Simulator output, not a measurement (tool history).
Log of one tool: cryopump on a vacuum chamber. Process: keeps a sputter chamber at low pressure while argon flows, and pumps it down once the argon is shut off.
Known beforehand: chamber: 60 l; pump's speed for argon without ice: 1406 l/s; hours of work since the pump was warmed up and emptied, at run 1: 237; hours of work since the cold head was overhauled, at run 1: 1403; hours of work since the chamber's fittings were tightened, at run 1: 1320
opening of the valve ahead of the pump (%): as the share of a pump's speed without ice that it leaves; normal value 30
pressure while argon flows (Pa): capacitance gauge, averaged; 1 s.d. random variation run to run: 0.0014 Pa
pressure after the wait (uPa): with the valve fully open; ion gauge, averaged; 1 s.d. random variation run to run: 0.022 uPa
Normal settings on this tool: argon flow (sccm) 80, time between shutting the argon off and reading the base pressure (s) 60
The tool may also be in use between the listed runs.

run,hour,argon flow (sccm),time between shutting the argon off and reading the base pressure (s),opening of the valve ahead of the pump (%),hours of work since the pump was warmed up and emptied,hours of work since the cold head was overhauled,hours of work since the chamber's fittings were tightened,pressure while argon flows (Pa),pressure after the wait (uPa)
1,0.0,80,60,30,237,1403,1320,0.3308,1.73
2,42.1,80,60,50,268,1434,1352,0.2019,1.72
3,118.2,80,60,50,325,1490,1408,0.2031,1.78
4,162.0,80,60,50,357,1523,1441,0.2036,1.85
5,194.4,80,60,50,382,1547,1465,0.2055,1.88
6,259.4,80,60,50,430,1595,1513,0.2065,1.93
# hour 267.2: leaking fittings of the chamber tightened, without venting
7,293.1,56,60,30,453,1619,19,0.2366,0.70
8,325.7,56,60,30,477,1643,43,0.2360,0.72
9,361.9,56,60,30,504,1670,70,0.2376,0.73
# hour 394.1: pump warmed up, emptied and cooled again
10,442.0,80,60,30,36,1725,126,0.3242,0.72
11,498.2,80,60,30,77,1767,168,0.3273,0.81
12,565.2,80,60,36,127,1817,218,0.2744,0.81
13,606.3,80,60,36,158,1847,248,0.2789,0.87
14,677.2,80,60,36,210,1900,301,0.2778,0.91
15,730.2,80,60,36,249,1939,340,0.2780,0.86
16,797.0,80,60,36,299,1989,390,0.2810,0.99
17,836.7,80,60,36,329,2019,419,0.2821,0.98
18,872.9,80,60,49,355,2045,446,0.2125,1.04
19,906.2,38,120,28,380,2070,471,0.1706,0.86
20,949.3,38,27,28,412,2102,503,0.1701,1.56
21,1022.5,38,27,28,466,2156,557,0.1719,1.62
22,1072.1,38,27,28,503,2193,594,0.1725,1.66
# hour 1107.9: pump warmed up, emptied and cooled again
23,1121.5,119,163,21,10,2226,627,0.6892,0.90
24,1194.8,119,163,21,64,2281,681,0.6957,0.93
25,1244.4,119,163,21,101,2317,718,0.6884,0.99
26,1312.8,119,163,21,152,2368,769,0.6905,1.06
27,1377.0,110,28,42,200,2416,816,0.3262,1.66
28,1443.9,61,60,18,249,2465,866,0.4175,1.43
29,1482.6,43,27,59,278,2494,895,0.0932,1.83
30,1552.4,107,38,21,330,2546,947,0.6311,1.67
31,1608.8,107,38,21,372,2588,988,0.6353,1.70
32,1641.9,80,144,28,396,2612,1013,0.3616,1.27
33,1682.3,80,144,28,426,2642,1043,0.3623,1.33
34,1738.1,33,151,20,468,2684,1084,0.2051,1.42
35,1790.5,33,151,20,507,2723,1123,0.2075,1.43

Results per run with the tool's hidden condition removed, run-to-run variation unchanged:
Hidden state at play: pump's speed, % of a pump's without ice; cold plate's temperature, K; leak into the chamber, uPa l/s; drift of the gauge itself on working_pa, %; drift of the gauge itself on base_upa, %.
run,pressure while argon flows (Pa),pressure after the wait (uPa)
1,0.3222,0.61
2,0.1924,0.57
3,0.1918,0.59
4,0.1912,0.59
5,0.1921,0.58
6,0.1915,0.59
7,0.2256,0.62
8,0.2244,0.61
9,0.2253,0.60
10,0.3196,0.58
11,0.3214,0.64
12,0.2671,0.59
13,0.2706,0.62
14,0.2679,0.61
15,0.2668,0.53
16,0.2682,0.61
17,0.2682,0.57
18,0.1977,0.60
19,0.1631,0.40
20,0.1621,1.06
21,0.1629,1.04
22,0.1629,1.05
23,0.6828,0.37
24,0.6869,0.35
25,0.6782,0.37
26,0.6780,0.38
27,0.3126,0.96
28,0.4087,0.64
29,0.0866,1.03
30,0.6120,0.80
31,0.6142,0.80
32,0.3449,0.35
33,0.3446,0.37
34,0.1972,0.37
35,0.1990,0.36
